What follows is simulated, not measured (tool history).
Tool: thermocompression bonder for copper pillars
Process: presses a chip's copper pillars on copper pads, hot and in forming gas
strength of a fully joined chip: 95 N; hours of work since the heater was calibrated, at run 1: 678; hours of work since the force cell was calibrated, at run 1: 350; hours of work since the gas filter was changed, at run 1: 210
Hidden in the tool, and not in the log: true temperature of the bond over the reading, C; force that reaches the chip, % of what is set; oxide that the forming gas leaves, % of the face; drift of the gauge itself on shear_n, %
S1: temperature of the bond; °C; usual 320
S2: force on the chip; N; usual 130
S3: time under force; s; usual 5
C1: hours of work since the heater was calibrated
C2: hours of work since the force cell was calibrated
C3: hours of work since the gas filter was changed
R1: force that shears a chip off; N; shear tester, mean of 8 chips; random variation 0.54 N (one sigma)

run     day   S1   S2  S3   C1   C2   C3    R1
  1       0  320  130   5  678  350  210  51.5
  2   0.938  316  130   5  693  365  225  49.8
  3   2.446  316  130   5  716  389  249    50
  4   4.496  316  130   5  749  422  281  49.9
  5   6.471  316  130   5  780  453  313  48.8
      7.612  -- forming gas filter changed
  6   8.525  322  130   5  813  485   15  54.6
  7  10.717  322  130   5  847  520   49  54.3
  8  12.142  322  130   5  870  542   72  52.7
  9    13.8  335  108   3  896  569   98  41.3
 10   15.65  320  133   5  925  598  127  53.1
     15.829  -- heater calibrated with a thermocouple chip
 11  17.104  307  194   6   20  620  149  66.9
 12  18.492  346  123   5   42  642  171  58.5
 13  20.612  311  119  12   76  675  205  57.3

The next listed run, before its measurement:
 14  22.825  328  119   9  111  710  240   ?

R1: 59.6 N
Without the tool's hidden state the same run would have given R1 63.6 N.

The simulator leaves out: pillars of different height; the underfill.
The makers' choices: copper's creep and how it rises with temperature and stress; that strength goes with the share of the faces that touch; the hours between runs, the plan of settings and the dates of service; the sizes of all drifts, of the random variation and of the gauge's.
